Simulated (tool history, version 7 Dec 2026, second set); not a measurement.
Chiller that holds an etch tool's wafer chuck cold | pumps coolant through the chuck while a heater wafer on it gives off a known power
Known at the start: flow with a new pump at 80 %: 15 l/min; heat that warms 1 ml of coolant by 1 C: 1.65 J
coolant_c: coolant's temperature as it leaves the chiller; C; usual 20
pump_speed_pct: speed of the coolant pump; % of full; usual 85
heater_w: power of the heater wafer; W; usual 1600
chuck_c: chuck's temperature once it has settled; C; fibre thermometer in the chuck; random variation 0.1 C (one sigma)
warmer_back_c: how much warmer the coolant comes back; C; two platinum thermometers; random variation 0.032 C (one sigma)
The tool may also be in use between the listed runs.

run	day	coolant_c	pump_speed_pct	heater_w	chuck_c	warmer_back_c
1	0.000	20	85	1600	40.3	3.82
2	5.454	20	85	1781	42.5	4.25
# day 12.388: coolant changed, channels flushed
3	14.342	20	85	1781	40.8	4.21
4	21.596	20	85	1600	38.3	3.80
5	29.479	20	85	1600	38.5	3.89
6	33.379	20	85	1600	38.6	3.89
7	41.971	20	85	1600	38.6	3.90
8	46.558	20	85	1600	38.6	3.83
9	55.112	20	85	1600	38.6	3.92
10	59.000	20	95	1600	37.3	3.41
11	65.200	20	95	1600	37.4	3.45
12	71.350	20	95	1600	37.2	3.43
13	79.958	20	85	1600	38.8	3.95
14	83.667	20	99	1600	36.7	3.35
15	90.138	20	99	1600	36.8	3.32
16	96.833	20	85	1921	42.9	4.79
17	104.429	20	85	1921	42.9	4.76
18	110.792	20	93	2363	46.5	5.26
19	114.617	11	85	1456	28.4	3.58
20	122.858	11	62	1131	28.1	4.06
21	128.475	22	72	1131	37.2	3.42
# day 129.262: coolant pump overhauled
22	134.171	22	72	1131	37.8	3.60
23	139.342	16	72	1131	31.8	3.57
24	146.412	16	72	1131	31.8	3.57
25	151.671	11	93	1912	33.3	4.52
26	158.054	26	100	812	34.9	1.79
# day 158.846: coolant pump overhauled, once more
27	164.700	11	85	1600	28.8	3.63
28	170.662	11	85	1600	29.1	3.63
29	175.433	11	85	1600	29.1	3.65
30	181.029	24	65	1134	39.6	3.52
31	187.725	18	97	1600	34.4	3.10
# day 189.125: chiller's thermometer calibrated
32	195.588	25	85	1393	41.1	3.27
33	200.929	25	85	1393	41.4	3.13

Forecast each of these 3 alternatives for the next run:
A	208.496	20	85	1313	?	?
B	208.496	25	98	1393	?	?
C	208.496	23	99	1050	?	?

run	chuck_c	warmer_back_c
A	35.3	3.00
B	39.7	2.74
C	33.8	2.02
Without the tool's hidden state the same runs would have given:
run	chuck_c	warmer_back_c
A	34.5	2.95
B	39.0	2.70
C	33.2	1.99

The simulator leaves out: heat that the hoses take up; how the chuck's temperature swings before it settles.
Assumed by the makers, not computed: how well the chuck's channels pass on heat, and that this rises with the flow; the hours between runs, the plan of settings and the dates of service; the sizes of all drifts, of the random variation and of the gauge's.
